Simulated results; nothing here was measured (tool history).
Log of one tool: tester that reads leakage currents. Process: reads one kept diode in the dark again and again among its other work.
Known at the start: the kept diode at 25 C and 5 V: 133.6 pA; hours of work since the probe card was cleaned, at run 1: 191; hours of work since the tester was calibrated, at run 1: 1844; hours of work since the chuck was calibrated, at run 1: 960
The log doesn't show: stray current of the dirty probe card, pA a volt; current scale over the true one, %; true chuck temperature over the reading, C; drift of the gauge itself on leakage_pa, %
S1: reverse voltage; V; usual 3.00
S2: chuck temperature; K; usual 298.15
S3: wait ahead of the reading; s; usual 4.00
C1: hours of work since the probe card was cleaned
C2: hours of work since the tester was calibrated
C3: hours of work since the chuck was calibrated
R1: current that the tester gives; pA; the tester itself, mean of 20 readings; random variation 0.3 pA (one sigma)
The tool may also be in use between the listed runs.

run 1 hour=0.0 | S1=3.00 S2=298.15 S3=4.00 | C1=191 C2=1844 C3=960 | R1=81.69
-- hour=90.2 chuck's temperature calibrated
run 2 hour=120.9 | S1=3.00 S2=298.15 S3=4.00 | C1=283 C2=1936 C3=24 | R1=97.45
run 3 hour=331.1 | S1=3.00 S2=298.15 S3=4.00 | C1=446 C2=2099 C3=187 | R1=95.46
run 4 hour=453.9 | S1=3.00 S2=298.15 S3=4.00 | C1=542 C2=2194 C3=282 | R1=93.96
run 5 hour=655.6 | S1=3.00 S2=298.15 S3=4.00 | C1=698 C2=2351 C3=439 | R1=91.86
run 6 hour=793.7 | S1=3.00 S2=298.15 S3=4.00 | C1=805 C2=2458 C3=546 | R1=90.57
run 7 hour=995.0 | S1=3.00 S2=298.15 S3=4.00 | C1=962 C2=2614 C3=702 | R1=88.74
run 8 hour=1201.8 | S1=3.00 S2=298.15 S3=4.00 | C1=1122 C2=2775 C3=863 | R1=86.74
run 9 hour=1385.4 | S1=3.00 S2=298.15 S3=4.00 | C1=1265 C2=2917 C3=1005 | R1=84.65
-- hour=1423.2 chuck's temperature calibrated
run 10 hour=1502.7 | S1=17.18 S2=299.15 S3=2.87 | C1=1354 C2=3007 C3=62 | R1=332.09
run 11 hour=1669.6 | S1=17.18 S2=299.15 S3=2.87 | C1=1484 C2=3136 C3=191 | R1=327.55
-- hour=1876.0 probe card cleaned and baked
run 12 hour=1889.2 | S1=17.18 S2=299.15 S3=2.87 | C1=10 C2=3304 C3=359 | R1=284.17
run 13 hour=2000.9 | S1=3.41 S2=332.15 S3=2.87 | C1=97 C2=3391 C3=446 | R1=1834.25
run 14 hour=2208.7 | S1=6.99 S2=298.15 S3=4.00 | C1=258 C2=3552 C3=607 | R1=145.89
-- hour=2223.3 tester calibrated
run 15 hour=2405.8 | S1=6.99 S2=298.15 S3=4.00 | C1=410 C2=142 C3=759 | R1=145.13

Run 16 comes next. What will it give?
run 16 hour=2568.4 | S1=1.42 S2=322.15 S3=0.57 | C1=536 C2=268 C3=885 | R1=?

R1: 458.92 pA
Without the tool's hidden state the same run would have given R1 531.09 pA.
